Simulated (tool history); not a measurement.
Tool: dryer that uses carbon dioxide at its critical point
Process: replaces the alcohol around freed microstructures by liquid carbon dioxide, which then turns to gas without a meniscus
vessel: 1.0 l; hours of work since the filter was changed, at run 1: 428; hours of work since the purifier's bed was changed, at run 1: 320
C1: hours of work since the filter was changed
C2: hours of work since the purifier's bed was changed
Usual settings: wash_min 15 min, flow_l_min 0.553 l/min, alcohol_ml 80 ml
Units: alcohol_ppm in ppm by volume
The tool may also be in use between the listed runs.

run 1 hour=0.0 | wash_min=15 flow_l_min=0.553 alcohol_ml=80 | C1=428 C2=320 | alcohol_ppm=444
run 2 hour=15.7 | wash_min=15 flow_l_min=0.553 alcohol_ml=80 | C1=434 C2=327 | alcohol_ppm=443
run 3 hour=36.4 | wash_min=15 flow_l_min=0.553 alcohol_ml=80 | C1=444 C2=336 | alcohol_ppm=446
run 4 hour=52.3 | wash_min=15 flow_l_min=0.463 alcohol_ml=80 | C1=450 C2=343 | alcohol_ppm=951
run 5 hour=78.8 | wash_min=15 flow_l_min=0.463 alcohol_ml=80 | C1=462 C2=354 | alcohol_ppm=1006
run 6 hour=103.8 | wash_min=15 flow_l_min=0.553 alcohol_ml=80 | C1=473 C2=365 | alcohol_ppm=471
run 7 hour=115.0 | wash_min=15 flow_l_min=0.553 alcohol_ml=29 | C1=478 C2=370 | alcohol_ppm=229
run 8 hour=128.1 | wash_min=15 flow_l_min=0.553 alcohol_ml=29 | C1=483 C2=376 | alcohol_ppm=219
-- hour=132.7 inlet filter changed
run 9 hour=144.2 | wash_min=15 flow_l_min=0.453 alcohol_ml=34 | C1=5 C2=382 | alcohol_ppm=285
run 10 hour=169.7 | wash_min=19 flow_l_min=0.662 alcohol_ml=27 | C1=16 C2=393 | alcohol_ppm=84
run 11 hour=185.7 | wash_min=15 flow_l_min=0.370 alcohol_ml=31 | C1=23 C2=400 | alcohol_ppm=559
run 12 hour=206.9 | wash_min=12 flow_l_min=0.768 alcohol_ml=28 | C1=32 C2=409 | alcohol_ppm=121
run 13 hour=222.1 | wash_min=20 flow_l_min=0.553 alcohol_ml=80 | C1=39 C2=416 | alcohol_ppm=118
run 14 hour=235.2 | wash_min=21 flow_l_min=0.645 alcohol_ml=63 | C1=45 C2=422 | alcohol_ppm=100
run 15 hour=260.5 | wash_min=21 flow_l_min=0.645 alcohol_ml=63 | C1=56 C2=433 | alcohol_ppm=92
run 16 hour=273.0 | wash_min=15 flow_l_min=0.553 alcohol_ml=30 | C1=61 C2=438 | alcohol_ppm=164

Measured less the same run without the tool's hidden state. The same run-to-run variation is in both; the gauge's scatter may not be:
The hidden state here: flow that reaches the vessel past the clogged filter, %; alcohol in the recycled carbon dioxide, ppm; drift of the gauge itself on alcohol_ppm, %.
run=1 alcohol_ppm=+278
run=2 alcohol_ppm=+285
run=3 alcohol_ppm=+289
run=4 alcohol_ppm=+542
run=5 alcohol_ppm=+580
run=6 alcohol_ppm=+324
run=7 alcohol_ppm=+166
run=8 alcohol_ppm=+171
run=9 alcohol_ppm=+90
run=10 alcohol_ppm=+81
run=11 alcohol_ppm=+112
run=12 alcohol_ppm=+88
run=13 alcohol_ppm=+90
run=14 alcohol_ppm=+88
run=15 alcohol_ppm=+90
run=16 alcohol_ppm=+99
